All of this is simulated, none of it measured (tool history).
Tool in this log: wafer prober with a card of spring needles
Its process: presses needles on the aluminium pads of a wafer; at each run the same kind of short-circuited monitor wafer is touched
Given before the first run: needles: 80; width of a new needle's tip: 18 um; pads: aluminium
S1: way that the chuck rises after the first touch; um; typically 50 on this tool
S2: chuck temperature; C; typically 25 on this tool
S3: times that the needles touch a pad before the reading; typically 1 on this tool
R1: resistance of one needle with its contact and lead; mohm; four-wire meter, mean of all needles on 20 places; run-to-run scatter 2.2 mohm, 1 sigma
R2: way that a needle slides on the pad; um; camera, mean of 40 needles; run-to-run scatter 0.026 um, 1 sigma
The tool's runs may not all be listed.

| run | hour | S1 | S2 | S3 | R1 | R2 |
|---|---|---|---|---|---|---|
| 1 | 0 | 50 | 25 | 1 | 251 | 11.63 |
| 2 | 30.2 | 50 | 25 | 1 | 249 | 11.67 |
| 3 | 51.2 | 50 | 25 | 1 | 284 | 11.65 |
| 4 | 80 | 50 | 25 | 2 | 269 | 11.65 |
| 5 | 99.8 | 50 | 25 | 2 | 256 | 11.63 |
| 6 | 121.5 | 50 | 25 | 2 | 274 | 11.62 |
| 7 | 143 | 50 | 25 | 2 | 268 | 11.56 |
| 8 | 170.8 | 50 | 25 | 1 | 278 | 11.56 |
| 9 | 188.2 | 50 | 25 | 1 | 253 | 11.55 |
| 10 | 201.8 | 50 | 25 | 1 | 278 | 11.6 |
| 11 | 215.2 | 50 | 25 | 1 | 294 | 11.56 |
| 12 | 230.6 | 49 | 25 | 1 | 276 | 11.32 |
| 13 | 254 | 52 | 103 | 1 | 276 | 11.97 |
| 14 | 273.9 | 57 | 25 | 3 | 257 | 13.12 |
| 15 | 287 | 60 | 96 | 3 | 273 | 13.84 |
| 16 | 315.6 | 31 | 49 | 1 | 298 | 7.03 |
| 17 | 335.3 | 31 | 49 | 1 | 371 | 7.02 |
| 18 | 348.7 | 44 | 113 | 2 | 291 | 10.04 |
| 19 | 379.9 | 44 | 113 | 2 | 286 | 10.02 |
| 20 | 404.1 | 45 | 38 | 2 | 290 | 10.26 |
| 21 | 417.3 | 45 | 38 | 2 | 272 | 10.23 |
| 22 | 439.6 | 50 | 26 | 1 | 260 | 11.41 |
| 23 | 452.6 | 43 | 70 | 2 | 290 | 9.77 |

Removed from this log: 14 entries logged between the listed runs. Between which two listed runs does each belong, and how does the tool's hidden state at the listed run before it compare with that at the listed run after it?
Run 1 -> run 2: tips cleaned on abrasive film (hour 30.2)
  debris on the tips, nm: 3.2 -> 2.7; way that the needles fall short of the set height, um: 0.14 -> 0.2; tips' diameter, um: 18.84 -> 18.86
  measured minus no-state result, R1: +4 -> +2 mohm; R2: -0.04 -> -0.05 um
Run 3 -> run 4: tips cleaned on abrasive film (hour 61.6)
  debris on the tips, nm: 50.9 -> 47.3; way that the needles fall short of the set height, um: 0.2 -> 0.27; tips' diameter, um: 18.86 -> 18.88
  measured minus no-state result, R1: +38 -> +22 mohm; R2: -0.05 -> -0.06 um
Run 4 -> run 5: tips cleaned on abrasive film (hour 93.1)
  debris on the tips, nm: 47.3 -> 23.4; way that the needles fall short of the set height, um: 0.27 -> 0.35; tips' diameter, um: 18.88 -> 18.91
  measured minus no-state result, R1: +22 -> +11 mohm; R2: -0.06 -> -0.08 um
Run 6 -> run 7: tips cleaned on abrasive film (hour 123.9)
  debris on the tips, nm: 58.9 -> 47.5; way that the needles fall short of the set height, um: 0.35 -> 0.45; tips' diameter, um: 18.91 -> 18.95
  measured minus no-state result, R1: +27 -> +21 mohm; R2: -0.08 -> -0.11 um
Run 7 -> run 8: tips cleaned on abrasive film (hour 154.7)
  debris on the tips, nm: 47.5 -> 45; way that the needles fall short of the set height, um: 0.45 -> 0.53; tips' diameter, um: 18.95 -> 18.97
  measured minus no-state result, R1: +21 -> +34 mohm; R2: -0.11 -> -0.12 um
Run 8 -> run 9: tips cleaned on abrasive film (hour 187.1)
  debris on the tips, nm: 45 -> 8; way that the needles fall short of the set height, um: 0.53 -> 0.62; tips' diameter, um: 18.97 -> 19
  measured minus no-state result, R1: +34 -> +7 mohm; R2: -0.12 -> -0.14 um
Run 11 -> run 12: tips cleaned on abrasive film (hour 218.4)
  debris on the tips, nm: 58.8 -> 37.8; way that the needles fall short of the set height, um: 0.62 -> 0.69; tips' diameter, um: 19 -> 19.03
  measured minus no-state result, R1: +45 -> +30 mohm; R2: -0.14 -> -0.16 um
Run 12 -> run 13: tips cleaned on abrasive film (hour 249.6)
  debris on the tips, nm: 37.8 -> 17.2; way that the needles fall short of the set height, um: 0.69 -> 0.79; tips' diameter, um: 19.03 -> 19.06
  measured minus no-state result, R1: +30 -> +11 mohm; R2: -0.16 -> -0.18 um
Run 14 -> run 15: tips cleaned on abrasive film (hour 280.4)
  debris on the tips, nm: 57.1 -> 25.3; way that the needles fall short of the set height, um: 0.79 -> 0.89; tips' diameter, um: 19.06 -> 19.1
  measured minus no-state result, R1: +13 -> +6 mohm; R2: -0.19 -> -0.21 um
Run 15 -> run 16: tips cleaned on abrasive film (hour 312.1)
  debris on the tips, nm: 25.3 -> 15.5; way that the needles fall short of the set height, um: 0.89 -> 0.97; tips' diameter, um: 19.1 -> 19.13
  measured minus no-state result, R1: +6 -> +31 mohm; R2: -0.21 -> -0.22 um
Run 17 -> run 18: tips cleaned on abrasive film (hour 343)
  debris on the tips, nm: 54.8 -> 21.7; way that the needles fall short of the set height, um: 0.97 -> 1.06; tips' diameter, um: 19.13 -> 19.16
  measured minus no-state result, R1: +102 -> +14 mohm; R2: -0.23 -> -0.25 um
Run 18 -> run 19: tips cleaned on abrasive film (hour 374.2)
  debris on the tips, nm: 21.7 -> 21.5; way that the needles fall short of the set height, um: 1.06 -> 1.13; tips' diameter, um: 19.16 -> 19.18
  measured minus no-state result, R1: +14 -> +13 mohm; R2: -0.25 -> -0.26 um
Run 20 -> run 21: tips cleaned on abrasive film (hour 405.7)
  debris on the tips, nm: 60.5 -> 38.3; way that the needles fall short of the set height, um: 1.13 -> 1.23; tips' diameter, um: 19.18 -> 19.22
  measured minus no-state result, R1: +36 -> +23 mohm; R2: -0.26 -> -0.29 um
Run 21 -> run 22: tips cleaned on abrasive film (hour 436.5)
  debris on the tips, nm: 38.3 -> 13.3; way that the needles fall short of the set height, um: 1.23 -> 1.32; tips' diameter, um: 19.22 -> 19.25
  measured minus no-state result, R1: +23 -> +12 mohm; R2: -0.29 -> -0.31 um
